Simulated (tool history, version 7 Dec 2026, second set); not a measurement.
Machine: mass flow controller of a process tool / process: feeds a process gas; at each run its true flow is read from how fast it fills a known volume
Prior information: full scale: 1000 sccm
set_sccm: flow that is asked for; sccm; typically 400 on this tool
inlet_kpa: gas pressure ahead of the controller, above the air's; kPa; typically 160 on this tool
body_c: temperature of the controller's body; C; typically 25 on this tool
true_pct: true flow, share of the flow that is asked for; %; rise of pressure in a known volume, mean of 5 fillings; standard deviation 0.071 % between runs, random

run 1 hour=0.0 | set_sccm=400 inlet_kpa=160 body_c=25 | true_pct=99.45
run 2 hour=78.6 | set_sccm=400 inlet_kpa=160 body_c=25 | true_pct=99.60
run 3 hour=233.7 | set_sccm=400 inlet_kpa=160 body_c=25 | true_pct=99.62
run 4 hour=400.3 | set_sccm=400 inlet_kpa=160 body_c=23 | true_pct=99.42
run 5 hour=522.5 | set_sccm=400 inlet_kpa=160 body_c=23 | true_pct=99.36
run 6 hour=635.6 | set_sccm=400 inlet_kpa=160 body_c=23 | true_pct=99.61
-- hour=646.8 controller's zero set anew
run 7 hour=712.3 | set_sccm=400 inlet_kpa=160 body_c=23 | true_pct=99.38

What will run 8 give?
run 8 hour=851.4 | set_sccm=400 inlet_kpa=160 body_c=23 | true_pct=?

Run 8 came out at true_pct 99.27 %.
With no hidden state in the tool, this same run would have given true_pct 99.37 %.
